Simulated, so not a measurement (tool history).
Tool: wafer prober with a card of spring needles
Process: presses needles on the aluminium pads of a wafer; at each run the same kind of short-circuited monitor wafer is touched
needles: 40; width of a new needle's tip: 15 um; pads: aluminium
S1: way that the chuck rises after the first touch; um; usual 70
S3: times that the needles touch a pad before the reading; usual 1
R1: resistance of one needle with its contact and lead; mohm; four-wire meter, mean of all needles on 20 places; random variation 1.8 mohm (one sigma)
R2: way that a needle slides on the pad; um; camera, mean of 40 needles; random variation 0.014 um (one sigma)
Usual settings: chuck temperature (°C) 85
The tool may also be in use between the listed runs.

Run 1, day 0.000: usual settings. Result: R1 197 mohm, R2 14.34 um.
At day 0.388: tips cleaned on abrasive film.
Run 2, day 1.383: usual settings. Result: R1 195 mohm, R2 14.34 um.
At day 1.600: tips cleaned on abrasive film.
Run 3, day 2.150: usual settings. Result: R1 197 mohm, R2 14.32 um.
At day 2.875: tips cleaned on abrasive film.
Run 4, day 3.404: usual settings but S1 54 um. Result: R1 201 mohm, R2 11.06 um.
At day 4.071: tips cleaned on abrasive film.
Run 5, day 4.350: usual settings but S3 3. Result: R1 193 mohm, R2 14.29 um.
Run 6, day 5.133: usual settings but S3 3. Result: R1 194 mohm, R2 14.34 um.
At day 5.358: tips cleaned on abrasive film.
Run 7, day 6.496: usual settings but S3 3. Result: R1 193 mohm, R2 14.31 um.
At day 6.629: tips cleaned on abrasive film.
At day 7.879: tips cleaned on abrasive film.
Run 8, day 8.079: usual settings but S3 3. Result: R1 198 mohm, R2 14.30 um.
At day 9.096: tips cleaned on abrasive film.
Run 9, day 9.462: usual settings but S3 3. Result: R1 194 mohm, R2 14.31 um.
At day 10.283: tips cleaned on abrasive film.
Run 10, day 10.425: usual settings but S3 3. Result: R1 194 mohm, R2 14.30 um.
At day 11.492: tips cleaned on abrasive film.
Run 11, day 12.008: usual settings but S3 3. Result: R1 196 mohm, R2 14.28 um.
At day 12.396: height of the first contact set anew.
At day 12.688: tips cleaned on abrasive film.
Run 12, day 12.688: usual settings but S3 3. Result: R1 194 mohm, R2 14.30 um.
Run 13, day 13.404: usual settings but chuck temperature (°C) 79. Result: R1 194 mohm, R2 14.29 um.
At day 13.950: tips cleaned on abrasive film.
Run 14, day 14.650: usual settings but S3 2. Result: R1 196 mohm, R2 14.27 um.
At day 15.175: tips cleaned on abrasive film.
Run 15, day 15.383: usual settings. Result: R1 194 mohm, R2 14.27 um.
At day 16.412: tips cleaned on abrasive film.
Run 16, day 16.904: usual settings. Result: R1 193 mohm, R2 14.27 um.
At day 17.617: tips cleaned on abrasive film.
Run 17, day 18.054: usual settings but S1 52 um, chuck temperature (°C) 30, S3 2. Result: R1 190 mohm, R2 10.60 um.
At day 18.825: tips cleaned on abrasive film.
Run 18, day 19.429: usual settings but S1 52 um, chuck temperature (°C) 30, S3 2. Result: R1 189 mohm, R2 10.59 um.
At day 20.021: tips cleaned on abrasive film.
Run 19, day 20.358: usual settings but S1 57 um. Result: R1 198 mohm, R2 11.63 um.
At day 21.312: tips cleaned on abrasive film.
Run 20, day 21.842: usual settings but S1 57 um. Result: R1 198 mohm, R2 11.60 um.
At day 22.521: tips cleaned on abrasive film.
Run 21, day 22.521: usual settings but S1 57 um. Result: R1 200 mohm, R2 11.59 um.
Run 22, day 23.458: usual settings but S1 57 um. Result: R1 198 mohm, R2 11.59 um.
At day 23.712: tips cleaned on abrasive film.
Run 23, day 24.262: usual settings but S1 57 um, chuck temperature (°C) 34, S3 2. Result: R1 188 mohm, R2 11.59 um.
At day 24.979: tips cleaned on abrasive film.
Run 24, day 25.554: usual settings but chuck temperature (°C) 29. Result: R1 182 mohm, R2 14.20 um.
At day 25.983: height of the first contact set anew.
At day 26.246: tips cleaned on abrasive film.
Run 25, day 26.446: usual settings but chuck temperature (°C) 29. Result: R1 184 mohm, R2 14.23 um.
Run 26, day 27.129: usual settings but chuck temperature (°C) 29. Result: R1 182 mohm, R2 14.22 um.
At day 27.542: tips cleaned on abrasive film.
Run 27, day 27.883: usual settings but chuck temperature (°C) 29. Result: R1 181 mohm, R2 14.19 um.
At day 28.767: tips cleaned on abrasive film.
Run 28, day 29.046: usual settings but S1 52 um, chuck temperature (°C) 36. Result: R1 189 mohm, R2 10.55 um.
At day 30.021: tips cleaned on abrasive film.
Run 29, day 30.150: usual settings but S1 87 um, S3 2. Result: R1 193 mohm, R2 17.64 um.

Measured less the same run without the tool's hidden state. The same run-to-run variation is in both; the gauge's scatter may not be:
The hidden state here: debris on the tips, nm; way that the needles fall short of the set height, um; tips' diameter, um; drift of the gauge itself on contact_mohm, %; drift of the gauge itself on scrub_um, %.
run     R2
  1  +0.00
  2  -0.01
  3  -0.01
  4  -0.01
  5  -0.03
  6  -0.03
  7  -0.03
  8  -0.04
  9  -0.04
 10  -0.05
 11  -0.06
 12  -0.06
 13  -0.07
 14  -0.07
 15  -0.08
 16  -0.08
 17  -0.06
 18  -0.07
 19  -0.08
 20  -0.09
 21  -0.08
 22  -0.09
 23  -0.09
 24  -0.12
 25  -0.12
 26  -0.13
 27  -0.14
 28  -0.10
 29  -0.18
R1: within 1 mohm of the measured result in every run.

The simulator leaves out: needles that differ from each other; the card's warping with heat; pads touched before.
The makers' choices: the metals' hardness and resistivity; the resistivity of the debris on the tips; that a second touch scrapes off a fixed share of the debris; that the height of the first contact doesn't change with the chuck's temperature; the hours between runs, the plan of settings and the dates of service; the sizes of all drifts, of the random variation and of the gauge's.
